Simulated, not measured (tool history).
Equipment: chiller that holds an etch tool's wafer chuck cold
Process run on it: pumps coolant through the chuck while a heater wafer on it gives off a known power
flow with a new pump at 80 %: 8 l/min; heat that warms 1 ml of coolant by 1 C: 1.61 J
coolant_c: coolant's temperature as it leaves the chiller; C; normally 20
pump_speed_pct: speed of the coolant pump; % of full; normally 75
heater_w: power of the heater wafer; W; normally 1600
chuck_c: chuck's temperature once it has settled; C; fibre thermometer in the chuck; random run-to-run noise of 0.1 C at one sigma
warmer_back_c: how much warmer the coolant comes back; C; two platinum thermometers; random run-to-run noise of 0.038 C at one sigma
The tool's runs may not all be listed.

| run | hour | coolant_c | pump_speed_pct | heater_w | chuck_c | warmer_back_c |
|---|---|---|---|---|---|---|
| 1 | 0 | 20 | 75 | 1600 | 34.6 | 8.45 |
| 2 | 71.7 | 20 | 75 | 1600 | 34.9 | 8.5 |
| 3 | 168.4 | 20 | 75 | 1600 | 35 | 8.52 |
| 4 | 241.2 | 20 | 75 | 1600 | 35.1 | 8.57 |
| 5 | 287.9 | 20 | 75 | 1516 | 34.2 | 8.11 |
| 6 | 354.2 | 20 | 75 | 1516 | 34.3 | 8.12 |

Run 7 has not been measured yet. What should we expect?
| 7 | 425 | 13 | 74 | 2322 | ? | ? |

{"run 7": {"chuck_c": 35.2, "warmer_back_c": 12.61}}
If the tool had no hidden condition, the same run with the same run-to-run variation would have returned chuck_c 32.9 C, warmer_back_c 11.8 C.
